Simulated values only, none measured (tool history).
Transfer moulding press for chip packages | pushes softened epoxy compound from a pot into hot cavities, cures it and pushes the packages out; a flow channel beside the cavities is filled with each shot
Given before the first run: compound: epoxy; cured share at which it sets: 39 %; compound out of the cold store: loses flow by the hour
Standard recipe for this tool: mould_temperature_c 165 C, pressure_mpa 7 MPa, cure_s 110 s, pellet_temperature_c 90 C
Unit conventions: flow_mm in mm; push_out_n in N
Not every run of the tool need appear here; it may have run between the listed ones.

run	hour	mould_temperature_c	pressure_mpa	cure_s	pellet_temperature_c	incoming compound's hours out of the cold store	flow_mm	push_out_n
1	0	165	7	110	90	43	637	859
# hour 8.2: cavities cleaned with cleaning compound and waxed
2	13.9	165	7	110	90	46.1	625	509
3	36.6	165	7	110	90	45.6	629	701
# hour 41.9: plunger's sealing rings changed
4	56.5	165	7	110	90	12.9	762	841
5	76.2	165	7	101	90	26.3	711	1021
# hour 85.5: cavities cleaned with cleaning compound and waxed
6	93.8	165	7	110	90	9.1	771	601
7	106	165	7	110	90	11.2	762	696
8	118.5	165	7	110	90	25.9	709	742
9	132	165	7	110	90	28.1	700	854
10	143.7	165	7	110	90	26.2	704	866
# hour 161.3: cavities cleaned with cleaning compound and waxed
11	165.2	165	7	110	90	39.5	659	518
12	181.1	165	7	110	90	26.9	699	696
13	204.8	165	7	110	90	21.8	714	798
14	220.8	165	7	110	90	39	657	883
# hour 236.3: cavities cleaned with cleaning compound and waxed
15	238.1	165	7	110	90	38.5	659	512

The next listed run, before its measurement:
16	251.5	163	7.43	126	91	43.8	?	?

For run 16 the tool returned flow_mm 665 mm, push_out_n 598 N.
Take away the tool's hidden state, keep the run-to-run variation as it was, and the same run would have given flow_mm 682 mm, push_out_n 450 N.
